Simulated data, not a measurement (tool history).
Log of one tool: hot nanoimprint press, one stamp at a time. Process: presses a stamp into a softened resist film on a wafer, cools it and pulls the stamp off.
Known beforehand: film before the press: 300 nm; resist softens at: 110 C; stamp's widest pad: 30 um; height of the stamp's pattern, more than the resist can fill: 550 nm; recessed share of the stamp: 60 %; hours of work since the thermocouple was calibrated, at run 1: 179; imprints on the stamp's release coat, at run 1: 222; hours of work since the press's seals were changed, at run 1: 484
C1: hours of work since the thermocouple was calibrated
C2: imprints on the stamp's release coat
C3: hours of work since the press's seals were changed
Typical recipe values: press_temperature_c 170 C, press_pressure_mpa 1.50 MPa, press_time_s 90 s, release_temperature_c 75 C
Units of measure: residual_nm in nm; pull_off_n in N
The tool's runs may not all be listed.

{"run": 1, "hour": 0.0, "press_temperature_c": 170, "press_pressure_mpa": 1.5, "press_time_s": 90, "release_temperature_c": 75, "C1": 179, "C2": 222, "C3": 484, "residual_nm": 166.4, "pull_off_n": 142}
{"run": 2, "hour": 16.1, "press_temperature_c": 170, "press_pressure_mpa": 1.5, "press_time_s": 90, "release_temperature_c": 75, "C1": 186, "C2": 269, "C3": 491, "residual_nm": 164.9, "pull_off_n": 144}
{"run": 3, "hour": 36.4, "press_temperature_c": 170, "press_pressure_mpa": 1.5, "press_time_s": 146, "release_temperature_c": 75, "C1": 195, "C2": 328, "C3": 500, "residual_nm": 139.0, "pull_off_n": 156}
{"run": 4, "hour": 54.7, "press_temperature_c": 170, "press_pressure_mpa": 1.5, "press_time_s": 90, "release_temperature_c": 75, "C1": 203, "C2": 381, "C3": 508, "residual_nm": 165.4, "pull_off_n": 151}
{"run": 5, "hour": 68.9, "press_temperature_c": 170, "press_pressure_mpa": 1.5, "press_time_s": 137, "release_temperature_c": 75, "C1": 209, "C2": 423, "C3": 514, "residual_nm": 142.5, "pull_off_n": 155}
{"run": 6, "hour": 80.5, "press_temperature_c": 170, "press_pressure_mpa": 1.5, "press_time_s": 137, "release_temperature_c": 75, "C1": 214, "C2": 456, "C3": 519, "residual_nm": 143.5, "pull_off_n": 155}
{"run": 7, "hour": 107.5, "press_temperature_c": 170, "press_pressure_mpa": 1.5, "press_time_s": 137, "release_temperature_c": 75, "C1": 226, "C2": 535, "C3": 531, "residual_nm": 142.2, "pull_off_n": 155}
{"hour": 126.5, "done": "press's hydraulic seals changed and the load cell set to zero"}
{"hour": 148.1, "done": "stamp cleaned and given a new release coat"}
{"run": 8, "hour": 148.1, "press_temperature_c": 170, "press_pressure_mpa": 1.5, "press_time_s": 137, "release_temperature_c": 75, "C1": 237, "C2": 0, "C3": 7, "residual_nm": 142.4, "pull_off_n": 145}
{"run": 9, "hour": 171.5, "press_temperature_c": 170, "press_pressure_mpa": 1.5, "press_time_s": 137, "release_temperature_c": 75, "C1": 247, "C2": 68, "C3": 17, "residual_nm": 140.4, "pull_off_n": 147}
{"run": 10, "hour": 194.0, "press_temperature_c": 170, "press_pressure_mpa": 1.5, "press_time_s": 90, "release_temperature_c": 75, "C1": 257, "C2": 133, "C3": 27, "residual_nm": 165.7, "pull_off_n": 143}
{"hour": 198.6, "done": "plate thermocouple calibrated"}
{"run": 11, "hour": 214.1, "press_temperature_c": 170, "press_pressure_mpa": 1.5, "press_time_s": 90, "release_temperature_c": 75, "C1": 7, "C2": 183, "C3": 34, "residual_nm": 169.2, "pull_off_n": 146}
{"run": 12, "hour": 238.9, "press_temperature_c": 170, "press_pressure_mpa": 1.5, "press_time_s": 45, "release_temperature_c": 75, "C1": 18, "C2": 256, "C3": 45, "residual_nm": 206.7, "pull_off_n": 155}
{"hour": 268.7, "done": "plate thermocouple calibrated, once more"}
{"run": 13, "hour": 268.7, "press_temperature_c": 170, "press_pressure_mpa": 1.5, "press_time_s": 45, "release_temperature_c": 75, "C1": 0, "C2": 334, "C3": 57, "residual_nm": 200.3, "pull_off_n": 148}
{"run": 14, "hour": 286.4, "press_temperature_c": 170, "press_pressure_mpa": 1.5, "press_time_s": 45, "release_temperature_c": 75, "C1": 8, "C2": 385, "C3": 64, "residual_nm": 198.9, "pull_off_n": 151}
{"run": 15, "hour": 303.3, "press_temperature_c": 170, "press_pressure_mpa": 1.5, "press_time_s": 152, "release_temperature_c": 75, "C1": 15, "C2": 435, "C3": 72, "residual_nm": 128.5, "pull_off_n": 158}
{"run": 16, "hour": 329.6, "press_temperature_c": 170, "press_pressure_mpa": 1.5, "press_time_s": 152, "release_temperature_c": 75, "C1": 26, "C2": 511, "C3": 83, "residual_nm": 132.0, "pull_off_n": 157}
{"run": 17, "hour": 347.4, "press_temperature_c": 170, "press_pressure_mpa": 1.5, "press_time_s": 111, "release_temperature_c": 80, "C1": 34, "C2": 563, "C3": 91, "residual_nm": 146.7, "pull_off_n": 147}
{"run": 18, "hour": 362.1, "press_temperature_c": 177, "press_pressure_mpa": 1.62, "press_time_s": 111, "release_temperature_c": 82, "C1": 41, "C2": 606, "C3": 97, "residual_nm": 103.8, "pull_off_n": 145}
{"hour": 371.3, "done": "stamp cleaned and given a new release coat"}
{"run": 19, "hour": 381.0, "press_temperature_c": 160, "press_pressure_mpa": 1.3, "press_time_s": 90, "release_temperature_c": 75, "C1": 46, "C2": 28, "C3": 103, "residual_nm": 233.4, "pull_off_n": 138}
{"run": 20, "hour": 398.4, "press_temperature_c": 158, "press_pressure_mpa": 2.29, "press_time_s": 155, "release_temperature_c": 66, "C1": 54, "C2": 78, "C3": 110, "residual_nm": 189.0, "pull_off_n": 158}
{"run": 21, "hour": 419.4, "press_temperature_c": 170, "press_pressure_mpa": 1.5, "press_time_s": 80, "release_temperature_c": 62, "C1": 63, "C2": 140, "C3": 120, "residual_nm": 166.3, "pull_off_n": 174}
{"run": 22, "hour": 440.3, "press_temperature_c": 161, "press_pressure_mpa": 1.02, "press_time_s": 45, "release_temperature_c": 67, "C1": 72, "C2": 201, "C3": 129, "residual_nm": 265.0, "pull_off_n": 164}
{"run": 23, "hour": 464.6, "press_temperature_c": 161, "press_pressure_mpa": 1.02, "press_time_s": 45, "release_temperature_c": 67, "C1": 83, "C2": 272, "C3": 139, "residual_nm": 266.7, "pull_off_n": 164}
{"run": 24, "hour": 491.9, "press_temperature_c": 177, "press_pressure_mpa": 1.5, "press_time_s": 90, "release_temperature_c": 75, "C1": 94, "C2": 351, "C3": 151, "residual_nm": 118.5, "pull_off_n": 145}
{"run": 25, "hour": 513.8, "press_temperature_c": 171, "press_pressure_mpa": 1.5, "press_time_s": 90, "release_temperature_c": 63, "C1": 104, "C2": 415, "C3": 161, "residual_nm": 155.9, "pull_off_n": 175}
{"run": 26, "hour": 535.9, "press_temperature_c": 170, "press_pressure_mpa": 1.5, "press_time_s": 129, "release_temperature_c": 78, "C1": 114, "C2": 480, "C3": 170, "residual_nm": 140.5, "pull_off_n": 154}
{"run": 27, "hour": 559.1, "press_temperature_c": 170, "press_pressure_mpa": 1.5, "press_time_s": 129, "release_temperature_c": 78, "C1": 124, "C2": 547, "C3": 180, "residual_nm": 143.1, "pull_off_n": 152}

Pick out some run-to-run changes in residual_nm. Of each, how much would a tool without hidden state show as well, from the settings, what came in and chance, and how much is left for the hidden state and any gauge scatter not in both results compared?
Hidden state at play: true temperature over the reading, C; pressure that arrives at the usual setting, %; grip of the stamp's worn release coat, % over a new coat's; drift of the gauge itself on residual_nm, %; drift of the gauge itself on pull_off_n, %.
Run 10 -> 11: plate thermocouple calibrated. residual_nm +3.5 nm: hidden state +2.8, all else +0.7.
Run 12 -> 13: plate thermocouple calibrated, once more. residual_nm -6.4 nm: hidden state -9.4, all else +3.0.
Run 18 -> 19: press_temperature_c 177 -> 160, press_pressure_mpa 1.62 -> 1.30, press_time_s 111 -> 90, release_temperature_c 82 -> 75, stamp cleaned and given a new release coat. residual_nm +129.6 nm: hidden state +0.4, all else +129.2.
Run 23 -> 24: press_temperature_c 161 -> 177, press_pressure_mpa 1.02 -> 1.50, press_time_s 45 -> 90, release_temperature_c 67 -> 75. residual_nm -148.2 nm: hidden state +0.8, all else -149.0.
